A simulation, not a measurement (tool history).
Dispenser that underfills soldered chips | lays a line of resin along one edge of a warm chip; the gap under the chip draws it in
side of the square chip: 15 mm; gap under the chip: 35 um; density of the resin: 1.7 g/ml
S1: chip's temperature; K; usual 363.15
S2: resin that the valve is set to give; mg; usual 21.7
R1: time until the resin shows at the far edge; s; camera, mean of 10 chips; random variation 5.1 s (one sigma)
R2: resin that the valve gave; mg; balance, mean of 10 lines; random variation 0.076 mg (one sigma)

| run | hour | S1 | S2 | R1 | R2 |
|---|---|---|---|---|---|
| 1 | 0 | 363.15 | 21.7 | 639.1 | 21.68 |
|  | 1.4 | new syringe of resin |
|  | 8.4 | new syringe of resin |
| 2 | 9.6 | 363.15 | 21.7 | 537 | 21.54 |
|  | 15.6 | new syringe of resin |
| 3 | 21.3 | 363.15 | 21.7 | 635.2 | 21.45 |
|  | 22.5 | new syringe of resin |
|  | 29.2 | new syringe of resin |
| 4 | 31.1 | 363.15 | 21.7 | 544.4 | 21.47 |
|  | 36.4 | new syringe of resin |
| 5 | 41.4 | 363.15 | 21.7 | 626.4 | 21.18 |
|  | 43.7 | new syringe of resin |
|  | 45.3 | dispensing valve cleaned and set on the balance |
| 6 | 49.2 | 363.15 | 21.7 | 598.4 | 21.72 |
|  | 52.2 | new syringe of resin |
| 7 | 57.2 | 363.15 | 25.4 | 622.7 | 25.28 |
|  | 59.4 | new syringe of resin |
| 8 | 65.1 | 363.15 | 21.7 | 649.9 | 21.49 |
|  | 66.5 | new syringe of resin |
|  | 73.2 | new syringe of resin |
| 9 | 76.3 | 363.15 | 21.7 | 563.2 | 21.48 |
|  | 80.3 | new syringe of resin |
| 10 | 82.9 | 359.15 | 21.7 | 647 | 21.2 |
|  | 87.7 | new syringe of resin |
|  | 94.9 | new syringe of resin |
| 11 | 94.9 | 363.15 | 21.7 | 502.4 | 21.21 |
|  | 101.5 | dispensing valve cleaned and set on the balance |
|  | 102.6 | new syringe of resin |
| 12 | 103.4 | 373.15 | 20.6 | 371.1 | 20.68 |
|  | 110 | new syringe of resin |
| 13 | 115.1 | 351.15 | 21.7 | 904.8 | 21.68 |
|  | 117.2 | new syringe of resin |
|  | 124.6 | new syringe of resin |
| 14 | 125.4 | 374.15 | 23.2 | 368.1 | 23.13 |
|  | 132.2 | new syringe of resin |
| 15 | 136.3 | 374.15 | 23.2 | 416.9 | 22.88 |
|  | 139.6 | new syringe of resin |
|  | 146.6 | new syringe of resin |
| 16 | 148.1 | 372.15 | 20.5 | 397.2 | 20.12 |
|  | 154 | new syringe of resin |
| 17 | 155 | 378.15 | 25.5 | 312.7 | 25.01 |
|  | 158.1 | dispensing valve cleaned and set on the balance |
|  | 162.3 | new syringe of resin |
| 18 | 164.5 | 378.15 | 25.5 | 331.3 | 25.35 |
|  | 169.3 | new syringe of resin |
| 19 | 170.4 | 378.15 | 25.5 | 319.3 | 25.21 |
|  | 176.2 | new syringe of resin |
| 20 | 176.9 | 359.15 | 24.1 | 568.3 | 23.89 |
|  | 183.3 | new syringe of resin |
| 21 | 186 | 356.15 | 24.6 | 705.3 | 24.08 |
|  | 190.8 | new syringe of resin |
| 22 | 193.1 | 355.15 | 24.6 | 696 | 24.09 |

4 ways to go on from here, each from the tool as it stands after run 22. What would each give?
|  | 197.6 | new syringe of resin |
| A | 200.6 | 358.15 | 19 | ? | ? |
|  | 197.6 | new syringe of resin |
| B | 200.6 | 376.15 | 27 | ? | ? |
|  | 197.6 | new syringe of resin |
| C | 200.6 | 353.15 | 24.5 | ? | ? |
|  | 197.6 | new syringe of resin |
| D | 200.6 | 355.15 | 25.8 | ? | ? |

| run | R1 | R2 |
|---|---|---|
| A | 673.9 | 18.66 |
| B | 359.4 | 26.39 |
| C | 781 | 23.97 |
| D | 716.5 | 25.34 |
Without the tool's hidden state the same runs would have given:
| run | R1 | R2 |
|---|---|---|
| A | 620.4 | 19.08 |
| B | 330.9 | 26.98 |
| C | 722.5 | 24.51 |
| D | 662.8 | 25.91 |
